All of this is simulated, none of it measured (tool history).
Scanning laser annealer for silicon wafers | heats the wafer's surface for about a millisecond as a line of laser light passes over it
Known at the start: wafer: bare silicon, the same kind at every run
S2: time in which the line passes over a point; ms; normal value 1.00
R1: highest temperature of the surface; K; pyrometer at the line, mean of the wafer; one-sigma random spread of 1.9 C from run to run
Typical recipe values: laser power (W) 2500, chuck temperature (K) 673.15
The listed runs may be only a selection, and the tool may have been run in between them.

{"run": 1, "hour": 0.0, "laser power (W)": 2500, "S2": 1.0, "chuck temperature (K)": 673.15, "R1": 1411.15}
{"run": 2, "hour": 52.5, "laser power (W)": 2500, "S2": 1.0, "chuck temperature (K)": 673.15, "R1": 1405.15}
{"run": 3, "hour": 98.0, "laser power (W)": 2500, "S2": 1.24, "chuck temperature (K)": 673.15, "R1": 1487.15}
{"run": 4, "hour": 134.4, "laser power (W)": 2500, "S2": 1.09, "chuck temperature (K)": 673.15, "R1": 1434.15}
{"run": 5, "hour": 170.7, "laser power (W)": 2400, "S2": 1.0, "chuck temperature (K)": 673.15, "R1": 1359.15}
{"run": 6, "hour": 219.2, "laser power (W)": 2400, "S2": 1.0, "chuck temperature (K)": 673.15, "R1": 1400.15}
{"run": 7, "hour": 249.8, "laser power (W)": 2465, "S2": 1.0, "chuck temperature (K)": 673.15, "R1": 1424.15}
{"run": 8, "hour": 320.6, "laser power (W)": 2465, "S2": 1.0, "chuck temperature (K)": 673.15, "R1": 1428.15}
{"run": 9, "hour": 356.5, "laser power (W)": 2500, "S2": 1.0, "chuck temperature (K)": 673.15, "R1": 1439.15}
{"run": 10, "hour": 418.5, "laser power (W)": 2500, "S2": 1.0, "chuck temperature (K)": 673.15, "R1": 1433.15}
{"run": 11, "hour": 452.7, "laser power (W)": 2500, "S2": 1.0, "chuck temperature (K)": 709.15, "R1": 1470.15}
{"run": 12, "hour": 495.9, "laser power (W)": 2500, "S2": 1.0, "chuck temperature (K)": 673.15, "R1": 1429.15}
{"run": 13, "hour": 531.2, "laser power (W)": 2500, "S2": 1.0, "chuck temperature (K)": 673.15, "R1": 1427.15}
{"run": 14, "hour": 597.3, "laser power (W)": 2500, "S2": 1.0, "chuck temperature (K)": 673.15, "R1": 1418.15}
{"run": 15, "hour": 649.2, "laser power (W)": 2547, "S2": 1.0, "chuck temperature (K)": 673.15, "R1": 1431.15}
{"run": 16, "hour": 706.4, "laser power (W)": 2500, "S2": 1.0, "chuck temperature (K)": 642.15, "R1": 1380.15}
{"run": 17, "hour": 776.9, "laser power (W)": 2500, "S2": 1.0, "chuck temperature (K)": 642.15, "R1": 1375.15}
{"run": 18, "hour": 837.1, "laser power (W)": 2705, "S2": 0.9, "chuck temperature (K)": 642.15, "R1": 1413.15}
{"run": 19, "hour": 899.5, "laser power (W)": 2598, "S2": 0.73, "chuck temperature (K)": 691.15, "R1": 1383.15}
{"run": 20, "hour": 946.8, "laser power (W)": 2326, "S2": 0.73, "chuck temperature (K)": 712.15, "R1": 1305.15}
{"run": 21, "hour": 1002.9, "laser power (W)": 2326, "S2": 0.84, "chuck temperature (K)": 656.15, "R1": 1291.15}
{"run": 22, "hour": 1047.7, "laser power (W)": 2609, "S2": 1.11, "chuck temperature (K)": 673.15, "R1": 1516.15}
{"run": 23, "hour": 1113.7, "laser power (W)": 2613, "S2": 0.8, "chuck temperature (K)": 662.15, "R1": 1375.15}
{"run": 24, "hour": 1169.1, "laser power (W)": 2500, "S2": 1.06, "chuck temperature (K)": 637.15, "R1": 1406.15}
{"run": 25, "hour": 1212.2, "laser power (W)": 2590, "S2": 1.0, "chuck temperature (K)": 673.15, "R1": 1453.15}
{"run": 26, "hour": 1252.2, "laser power (W)": 2640, "S2": 0.91, "chuck temperature (K)": 673.15, "R1": 1432.15}
{"run": 27, "hour": 1318.5, "laser power (W)": 2500, "S2": 0.76, "chuck temperature (K)": 673.15, "R1": 1315.15}
{"run": 28, "hour": 1364.7, "laser power (W)": 2723, "S2": 1.0, "chuck temperature (K)": 676.15, "R1": 1497.15}
{"run": 29, "hour": 1401.9, "laser power (W)": 2723, "S2": 1.0, "chuck temperature (K)": 676.15, "R1": 1493.15}
{"run": 30, "hour": 1464.2, "laser power (W)": 2680, "S2": 1.11, "chuck temperature (K)": 689.15, "R1": 1529.15}
{"run": 31, "hour": 1496.8, "laser power (W)": 2162, "S2": 1.02, "chuck temperature (K)": 689.15, "R1": 1330.15}

Not shown: 4 entries that the log had between the listed runs. Between which runs, and how does the tool's hidden state differ before and after?
Between runs 5 and 6: window over the wafer cleaned (hour 211.5)
  light that passes the window, % of a clean one's: 95.49 -> 99.78; laser's true power over the reading, %: -0.62 -> -0.63; width of the line over the set one, %: 1.34 -> 1.36
  difference, measured minus the result without the unlogged condition, R1: -57.00 -> -16.00 K
Between runs 7 and 8: optics aligned, line set to its width (hour 285.7)
  light that passes the window, % of a clean one's: 99.54 -> 99.1; laser's true power over the reading, %: -0.64 -> -0.65; width of the line over the set one, %: 1.38 -> 0.05
  difference, measured minus the result without the unlogged condition, R1: -20.00 -> -16.00 K
Between runs 18 and 19: window over the wafer cleaned (hour 852.7)
  light that passes the window, % of a clean one's: 95.38 -> 99.58; laser's true power over the reading, %: -0.78 -> -0.79; width of the line over the set one, %: 0.31 -> 0.34
  difference, measured minus the result without the unlogged condition, R1: -60.00 -> -13.00 K
Between runs 30 and 31: window over the wafer cleaned (hour 1487.8)
  light that passes the window, % of a clean one's: 95.5 -> 99.66; laser's true power over the reading, %: -0.93 -> -0.94; width of the line over the set one, %: 0.64 -> 0.65
  difference, measured minus the result without the unlogged condition, R1: -68.00 -> -14.00 K
